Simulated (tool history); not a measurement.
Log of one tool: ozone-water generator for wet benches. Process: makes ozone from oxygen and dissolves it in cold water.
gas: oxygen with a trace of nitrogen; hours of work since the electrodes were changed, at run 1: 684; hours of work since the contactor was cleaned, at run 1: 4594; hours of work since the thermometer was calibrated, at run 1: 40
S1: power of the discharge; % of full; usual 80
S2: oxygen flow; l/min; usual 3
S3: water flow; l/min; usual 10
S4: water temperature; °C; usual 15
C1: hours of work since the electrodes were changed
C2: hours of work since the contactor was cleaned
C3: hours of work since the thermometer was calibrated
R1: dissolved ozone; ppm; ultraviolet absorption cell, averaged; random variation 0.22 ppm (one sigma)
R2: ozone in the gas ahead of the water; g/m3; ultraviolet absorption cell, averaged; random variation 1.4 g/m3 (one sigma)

{"run": 1, "hour": 0.0, "S1": 80, "S2": 3, "S3": 10, "S4": 15, "C1": 684, "C2": 4594, "C3": 40, "R1": 28.5, "R2": 258.7}
{"run": 2, "hour": 17.4, "S1": 80, "S2": 3, "S3": 10, "S4": 15, "C1": 699, "C2": 4608, "C3": 55, "R1": 28.9, "R2": 259.5}
{"run": 3, "hour": 35.7, "S1": 80, "S2": 3, "S3": 10, "S4": 15, "C1": 714, "C2": 4624, "C3": 70, "R1": 28.9, "R2": 258.9}
{"run": 4, "hour": 66.5, "S1": 46, "S2": 3, "S3": 10, "S4": 15, "C1": 740, "C2": 4650, "C3": 96, "R1": 18.7, "R2": 169.4}
{"run": 5, "hour": 87.3, "S1": 66, "S2": 3, "S3": 10, "S4": 15, "C1": 758, "C2": 4667, "C3": 114, "R1": 24.5, "R2": 222.6}
{"run": 6, "hour": 118.8, "S1": 80, "S2": 3, "S3": 10, "S4": 15, "C1": 784, "C2": 4694, "C3": 140, "R1": 28.6, "R2": 259.6}
{"run": 7, "hour": 143.6, "S1": 80, "S2": 3, "S3": 8, "S4": 15, "C1": 805, "C2": 4715, "C3": 161, "R1": 34.5, "R2": 258}
{"run": 8, "hour": 159.4, "S1": 80, "S2": 3, "S3": 8, "S4": 15, "C1": 818, "C2": 4728, "C3": 175, "R1": 34.2, "R2": 261.4}
{"run": 9, "hour": 191.0, "S1": 80, "S2": 3, "S3": 10, "S4": 15, "C1": 845, "C2": 4755, "C3": 201, "R1": 28.6, "R2": 259.5}
{"hour": 205.8, "done": "contactor cleaned"}
{"run": 10, "hour": 215.7, "S1": 80, "S2": 3, "S3": 10, "S4": 15, "C1": 862, "C2": 8, "C3": 219, "R1": 31.2, "R2": 260.9}
{"run": 11, "hour": 245.1, "S1": 80, "S2": 3, "S3": 10, "S4": 15, "C1": 887, "C2": 33, "C3": 243, "R1": 31.5, "R2": 261.2}
{"run": 12, "hour": 258.9, "S1": 80, "S2": 3, "S3": 10, "S4": 15, "C1": 899, "C2": 45, "C3": 255, "R1": 31.2, "R2": 257.9}
{"run": 13, "hour": 272.6, "S1": 80, "S2": 3, "S3": 10, "S4": 15, "C1": 910, "C2": 56, "C3": 267, "R1": 31.3, "R2": 258.4}
{"run": 14, "hour": 292.9, "S1": 80, "S2": 3, "S3": 10, "S4": 13, "C1": 928, "C2": 73, "C3": 284, "R1": 32, "R2": 260.2}
{"run": 15, "hour": 315.7, "S1": 80, "S2": 3, "S3": 10, "S4": 13, "C1": 947, "C2": 93, "C3": 303, "R1": 32.3, "R2": 257.3}
{"run": 16, "hour": 346.9, "S1": 80, "S2": 1.74, "S3": 10, "S4": 15, "C1": 973, "C2": 119, "C3": 329, "R1": 29, "R2": 332.6}
{"run": 17, "hour": 371.3, "S1": 80, "S2": 1.74, "S3": 10, "S4": 15, "C1": 994, "C2": 140, "C3": 350, "R1": 28.4, "R2": 337.1}
{"run": 18, "hour": 390.5, "S1": 80, "S2": 1.74, "S3": 8, "S4": 10, "C1": 1010, "C2": 156, "C3": 366, "R1": 37.4, "R2": 334.6}
{"run": 19, "hour": 418.0, "S1": 74, "S2": 1.77, "S3": 7, "S4": 17, "C1": 1033, "C2": 179, "C3": 389, "R1": 36.3, "R2": 312.3}
{"run": 20, "hour": 449.8, "S1": 77, "S2": 2.17, "S3": 10, "S4": 8, "C1": 1060, "C2": 206, "C3": 416, "R1": 31.2, "R2": 289.7}
{"run": 21, "hour": 480.3, "S1": 80, "S2": 1.62, "S3": 10, "S4": 15, "C1": 1086, "C2": 231, "C3": 442, "R1": 28.4, "R2": 343.7}
{"run": 22, "hour": 497.0, "S1": 80, "S2": 1.62, "S3": 10, "S4": 15, "C1": 1100, "C2": 246, "C3": 456, "R1": 28.5, "R2": 348}
{"run": 23, "hour": 520.1, "S1": 49, "S2": 2.29, "S3": 7, "S4": 8, "C1": 1119, "C2": 265, "C3": 475, "R1": 30.5, "R2": 200.7}
{"run": 24, "hour": 549.4, "S1": 49, "S2": 2.29, "S3": 7, "S4": 8, "C1": 1144, "C2": 290, "C3": 500, "R1": 30.2, "R2": 201}
{"run": 25, "hour": 574.7, "S1": 49, "S2": 2.29, "S3": 7, "S4": 8, "C1": 1165, "C2": 311, "C3": 521, "R1": 30.6, "R2": 202.7}
{"run": 26, "hour": 605.1, "S1": 49, "S2": 2.29, "S3": 7, "S4": 8, "C1": 1191, "C2": 337, "C3": 547, "R1": 30.4, "R2": 202.3}
{"run": 27, "hour": 625.2, "S1": 49, "S2": 2.29, "S3": 15, "S4": 8, "C1": 1208, "C2": 354, "C3": 564, "R1": 15.1, "R2": 199}
{"run": 28, "hour": 647.2, "S1": 47, "S2": 2.29, "S3": 9, "S4": 21, "C1": 1226, "C2": 372, "C3": 582, "R1": 19.9, "R2": 191.3}
{"run": 29, "hour": 678.9, "S1": 47, "S2": 5.02, "S3": 10, "S4": 21, "C1": 1253, "C2": 399, "C3": 609, "R1": 18.3, "R2": 133.8}
{"run": 30, "hour": 694.2, "S1": 47, "S2": 5.02, "S3": 10, "S4": 21, "C1": 1266, "C2": 412, "C3": 622, "R1": 18.2, "R2": 133}
{"run": 31, "hour": 722.9, "S1": 53, "S2": 2.29, "S3": 11, "S4": 15, "C1": 1290, "C2": 436, "C3": 646, "R1": 20.1, "R2": 214.1}
{"run": 32, "hour": 752.8, "S1": 79, "S2": 2.29, "S3": 7, "S4": 22, "C1": 1315, "C2": 461, "C3": 671, "R1": 35.6, "R2": 288.1}
{"run": 33, "hour": 782.9, "S1": 50, "S2": 3.52, "S3": 7, "S4": 22, "C1": 1341, "C2": 487, "C3": 697, "R1": 23.9, "R2": 164.5}
{"run": 34, "hour": 808.4, "S1": 43, "S2": 3, "S3": 10, "S4": 21, "C1": 1362, "C2": 508, "C3": 718, "R1": 17.1, "R2": 159.1}

Hidden state at the last listed run before each entry between runs and at the first one after, where it differs:
Between runs 9 and 10: contactor cleaned (hour 205.8)
  yield of the discharge, % of new electrodes': 97.6 -> 97.5; contactor's efficiency, % of a clean one's: 83.8 -> 99.8
  measured less the result without the state, R1: -3.5 -> -0.9 ppm; R2: -7.2 -> -7.4 g/m3
